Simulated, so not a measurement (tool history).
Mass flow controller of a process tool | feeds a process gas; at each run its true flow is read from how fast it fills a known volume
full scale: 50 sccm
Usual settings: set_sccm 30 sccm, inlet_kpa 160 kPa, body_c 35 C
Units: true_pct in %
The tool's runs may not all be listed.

Run 1, day 0: usual settings. Result: true_pct 99.65 %.
Run 2, day 10.192: usual settings but body_c 31 C. Result: true_pct 99.23 %.
Run 3, day 18.096: usual settings but body_c 31 C. Result: true_pct 99.32 %.
Run 4, day 30.271: usual settings but body_c 26 C. Result: true_pct 98.77 %.
Run 5, day 40.396: usual settings but body_c 26 C. Result: true_pct 98.82 %.
Run 6, day 47.85: usual settings but set_sccm 10 sccm, inlet_kpa 179 kPa. Result: true_pct 96.43 %.
Run 7, day 58.3: usual settings but set_sccm 10 sccm, inlet_kpa 179 kPa. Result: true_pct 96.33 %.
Run 8, day 66.7: usual settings but set_sccm 13 sccm, inlet_kpa 275 kPa, body_c 23 C. Result: true_pct 95.64 %.
Run 9, day 72.938: usual settings but set_sccm 13 sccm, inlet_kpa 187 kPa, body_c 23 C. Result: true_pct 96.03 %.
Run 10, day 84.612: usual settings but set_sccm 8 sccm, inlet_kpa 146 kPa. Result: true_pct 95.23 %.

4 ways to go on from here, each from the tool as it stands after run 10. What would each give?
Run A, day 91.912: usual settings but set_sccm 38 sccm. Result: true_pct ?.
Run B, day 91.912: usual settings but set_sccm 8 sccm, inlet_kpa 146 kPa, body_c 25 C. Result: true_pct ?.
Run C, day 91.912: usual settings but set_sccm 5 sccm, body_c 36 C. Result: true_pct ?.
Run D, day 91.912: usual settings but set_sccm 34 sccm, inlet_kpa 177 kPa, body_c 30 C. Result: true_pct ?.

run  true_pct
  A    100.27
  B     94.28
  C     92.26
  D     99.45
Without the tool's hidden state the same runs would have given:
run  true_pct
  A    100.34
  B     97.94
  C     98.65
  D     99.64
